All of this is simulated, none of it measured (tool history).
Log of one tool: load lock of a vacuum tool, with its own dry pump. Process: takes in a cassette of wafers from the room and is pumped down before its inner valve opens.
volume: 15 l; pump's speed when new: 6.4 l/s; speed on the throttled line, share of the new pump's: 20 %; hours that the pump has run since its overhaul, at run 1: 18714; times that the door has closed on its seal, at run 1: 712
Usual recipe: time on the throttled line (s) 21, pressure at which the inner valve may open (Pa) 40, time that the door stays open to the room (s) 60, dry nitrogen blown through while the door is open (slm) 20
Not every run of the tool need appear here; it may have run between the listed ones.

run    hour  time on the throttled line (s)  pressure at which the inner valve may open (Pa)  time that the door stays open to the room (s)  dry nitrogen blown through while the door is open (slm)  hours that the pump has run since its overhaul  times that the door has closed on its seal  incoming humidity of the room's air, %  time from the closed door until the inner valve may open (s)  rise of the pressure with all valves shut (Pa/min)
  1       0                              21                                               40                                             60                                                       20                                           18714                                         712                                    45.2                                                          39.1                                               0.052
  2    86.5                              30                                               40                                             60                                                       20                                           18801                                         923                                    48.4                                                          45.4                                               0.054
  3   186.6                              30                                               40                                             60                                                       20                                           18901                                        1168                                    41.4                                                          45.9                                               0.045
  4   284.4                              21                                               40                                             60                                                        7                                           18999                                        1406                                      46                                                          38.8                                                0.08
      310.2  -- dry pump taken out, an overhauled one fitted
  5   386.5                              21                                               40                                             60                                                        7                                              76                                        1641                                      47                                                          35.5                                               0.082
  6     573                              21                                               40                                             60                                                        7                                             263                                        2096                                      44                                                          35.4                                                0.08
  7   670.9                              21                                               40                                             60                                                        7                                             361                                        2335                                    43.7                                                          35.4                                               0.077
  8   817.2                              21                                               40                                             60                                                        7                                             507                                        2692                                    44.4                                                          35.5                                                0.08
  9   951.4                              21                                               40                                             60                                                       20                                             641                                        3020                                    44.4                                                          35.7                                               0.047
 10  1074.8                              21                                               43                                             60                                                       20                                             765                                        3321                                    45.2                                                          35.2                                               0.052
 11  1198.9                              21                                               40                                             26                                                       20                                             889                                        3624                                    45.9                                                          35.1                                               0.043
 12  1390.5                              21                                               40                                             26                                                       20                                            1080                                        4091                                    45.4                                                          35.3                                               0.043
 13  1474.9                              21                                               40                                             60                                                       20                                            1165                                        4297                                    45.9                                                            36                                               0.049
 14    1575                              21                                               40                                             60                                                       20                                            1265                                        4541                                    44.6                                                          35.2                                               0.048
 15  1682.2                              21                                               40                                             60                                                       20                                            1372                                        4803                                    42.6                                                          35.1                                               0.047
 16    1872                              21                                               40                                             60                                                       20                                            1562                                        5266                                    48.1                                                          35.8                                               0.059
 17  2022.1                              21                                               40                                             60                                                       20                                            1712                                        5632                                      44                                                          35.6                                                0.05
 18  2100.9                              21                                               40                                             60                                                       20                                            1791                                        5825                                    47.3                                                            35                                               0.049
 19  2199.5                              17                                               65                                            222                                                       24                                            1889                                        6065                                    49.8                                                          30.7                                                0.08
 20    2341                              34                                               74                                             78                                                       12                                            2031                                        6411                                    46.4                                                          44.2                                               0.075
 21  2489.3                              37                                               40                                            201                                                       20                                            2179                                        6773                                    44.7                                                          48.2                                               0.083
 22  2666.8                              34                                               40                                            201                                                       22                                            2357                                        7206                                    42.6                                                          46.3                                               0.073
 23  2794.6                              34                                               40                                            201                                                       22                                            2484                                        7518                                      45                                                          45.7                                               0.074
 24  2931.5                              34                                               40                                            212                                                        4                                            2621                                        7852                                    45.1                                                          45.5                                               0.175
 25  3039.4                              19                                               55                                            117                                                       19                                            2729                                        8115                                    45.8                                                          33.7                                               0.067
 26  3215.6                              14                                               36                                             36                                                        7                                            2905                                        8545                                    42.4                                                          30.7                                               0.066
 27  3323.2                              21                                               60                                             60                                                        5                                            3013                                        8808                                    43.4                                                          34.8                                               0.093
 28  3411.1                              21                                               47                                             60                                                       35                                            3101                                        9022                                    45.1                                                          35.4                                               0.035

4 ways to go on from here, each from the tool as it stands after run 28. What would each give?
  A  3590.5                              21                                               42                                             49                                                        6                                            3280                                        9460                                    44.5                                                             ?                                                   ?
  B  3590.5                              21                                               31                                             60                                                       23                                            3280                                        9460                                    48.5                                                             ?                                                   ?
  C  3590.5                              21                                               40                                             41                                                       20                                            3280                                        9460                                    39.8                                                             ?                                                   ?
  D  3590.5                              29                                               65                                             98                                                       35                                            3280                                        9460                                      42                                                             ?                                                   ?

run  time from the closed door until the inner valve may open (s)  rise of the pressure with all valves shut (Pa/min)
  A                                                          35.7                                               0.089
  B                                                          36.7                                               0.051
  C                                                            36                                               0.053
  D                                                          40.2                                               0.048
Had the tool no hidden state, the same runs would have come out as:
run  time from the closed door until the inner valve may open (s)  rise of the pressure with all valves shut (Pa/min)
  A                                                          35.2                                               0.076
  B                                                          36.2                                               0.038
  C                                                          35.5                                               0.041
  D                                                          39.8                                               0.036
